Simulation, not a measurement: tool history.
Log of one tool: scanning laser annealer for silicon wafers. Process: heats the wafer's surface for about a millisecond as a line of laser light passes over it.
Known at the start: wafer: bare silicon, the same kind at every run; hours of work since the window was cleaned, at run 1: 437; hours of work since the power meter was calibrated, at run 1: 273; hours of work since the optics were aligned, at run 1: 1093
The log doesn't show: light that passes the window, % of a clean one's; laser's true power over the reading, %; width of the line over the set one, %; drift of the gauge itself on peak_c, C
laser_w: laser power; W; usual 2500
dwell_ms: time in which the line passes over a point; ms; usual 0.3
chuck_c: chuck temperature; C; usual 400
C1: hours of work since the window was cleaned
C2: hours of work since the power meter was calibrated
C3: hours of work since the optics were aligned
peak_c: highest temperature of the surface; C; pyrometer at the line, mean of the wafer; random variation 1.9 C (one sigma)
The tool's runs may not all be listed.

{"run": 1, "day": 0.0, "laser_w": 2500, "dwell_ms": 0.3, "chuck_c": 400, "C1": 437, "C2": 273, "C3": 1093, "peak_c": 1168}
{"run": 2, "day": 0.746, "laser_w": 2500, "dwell_ms": 0.3, "chuck_c": 400, "C1": 445, "C2": 282, "C3": 1102, "peak_c": 1161}
{"run": 3, "day": 2.458, "laser_w": 2500, "dwell_ms": 0.3, "chuck_c": 400, "C1": 466, "C2": 303, "C3": 1123, "peak_c": 1158}
{"run": 4, "day": 3.658, "laser_w": 2500, "dwell_ms": 0.3, "chuck_c": 414, "C1": 480, "C2": 317, "C3": 1137, "peak_c": 1177}
{"run": 5, "day": 5.117, "laser_w": 2500, "dwell_ms": 0.3, "chuck_c": 370, "C1": 498, "C2": 335, "C3": 1154, "peak_c": 1128}
{"run": 6, "day": 6.075, "laser_w": 2500, "dwell_ms": 0.3, "chuck_c": 392, "C1": 509, "C2": 346, "C3": 1166, "peak_c": 1150}
{"run": 7, "day": 7.429, "laser_w": 2500, "dwell_ms": 0.3, "chuck_c": 399, "C1": 526, "C2": 362, "C3": 1182, "peak_c": 1156}
{"run": 8, "day": 8.708, "laser_w": 2500, "dwell_ms": 0.3, "chuck_c": 399, "C1": 541, "C2": 378, "C3": 1198, "peak_c": 1150}
{"run": 9, "day": 10.067, "laser_w": 2500, "dwell_ms": 0.3, "chuck_c": 386, "C1": 557, "C2": 394, "C3": 1214, "peak_c": 1141}
{"run": 10, "day": 11.746, "laser_w": 2500, "dwell_ms": 0.3, "chuck_c": 400, "C1": 577, "C2": 414, "C3": 1234, "peak_c": 1152}
{"run": 11, "day": 13.2, "laser_w": 2419, "dwell_ms": 0.3, "chuck_c": 400, "C1": 595, "C2": 432, "C3": 1251, "peak_c": 1120}
{"run": 12, "day": 14.054, "laser_w": 2419, "dwell_ms": 0.3, "chuck_c": 400, "C1": 605, "C2": 442, "C3": 1262, "peak_c": 1115}
{"run": 13, "day": 15.338, "laser_w": 2419, "dwell_ms": 0.3, "chuck_c": 400, "C1": 620, "C2": 457, "C3": 1277, "peak_c": 1117}
{"run": 14, "day": 16.188, "laser_w": 2574, "dwell_ms": 0.331, "chuck_c": 390, "C1": 631, "C2": 467, "C3": 1287, "peak_c": 1211}
{"run": 15, "day": 17.55, "laser_w": 2574, "dwell_ms": 0.331, "chuck_c": 390, "C1": 647, "C2": 484, "C3": 1304, "peak_c": 1206}
{"day": 17.771, "done": "window over the wafer cleaned"}
{"run": 16, "day": 18.908, "laser_w": 2574, "dwell_ms": 0.331, "chuck_c": 390, "C1": 14, "C2": 499, "C3": 1319, "peak_c": 1270}
{"run": 17, "day": 20.071, "laser_w": 2574, "dwell_ms": 0.331, "chuck_c": 390, "C1": 28, "C2": 513, "C3": 1333, "peak_c": 1265}
{"run": 18, "day": 21.742, "laser_w": 2584, "dwell_ms": 0.368, "chuck_c": 416, "C1": 48, "C2": 533, "C3": 1353, "peak_c": 1346}
{"run": 19, "day": 22.558, "laser_w": 2294, "dwell_ms": 0.3, "chuck_c": 400, "C1": 57, "C2": 543, "C3": 1363, "peak_c": 1112}
{"run": 20, "day": 23.542, "laser_w": 2411, "dwell_ms": 0.255, "chuck_c": 415, "C1": 69, "C2": 555, "C3": 1374, "peak_c": 1106}
{"run": 21, "day": 24.392, "laser_w": 2411, "dwell_ms": 0.255, "chuck_c": 415, "C1": 79, "C2": 565, "C3": 1385, "peak_c": 1105}
{"run": 22, "day": 25.317, "laser_w": 2411, "dwell_ms": 0.255, "chuck_c": 415, "C1": 90, "C2": 576, "C3": 1396, "peak_c": 1101}

Forecast each of these 3 alternatives for the next run:
{"run": "A", "day": 26.696, "laser_w": 2411, "dwell_ms": 0.304, "chuck_c": 392, "C1": 107, "C2": 592, "C3": 1412, "peak_c": "?"}
{"run": "B", "day": 26.696, "laser_w": 2442, "dwell_ms": 0.3, "chuck_c": 400, "C1": 107, "C2": 592, "C3": 1412, "peak_c": "?"}
{"run": "C", "day": 26.696, "laser_w": 2580, "dwell_ms": 0.3, "chuck_c": 400, "C1": 107, "C2": 592, "C3": 1412, "peak_c": "?"}

run=A peak_c=1151
run=B peak_c=1165
run=C peak_c=1222
Without the tool's hidden state the same runs would have given:
run=A peak_c=1175
run=B peak_c=1189
run=C peak_c=1247

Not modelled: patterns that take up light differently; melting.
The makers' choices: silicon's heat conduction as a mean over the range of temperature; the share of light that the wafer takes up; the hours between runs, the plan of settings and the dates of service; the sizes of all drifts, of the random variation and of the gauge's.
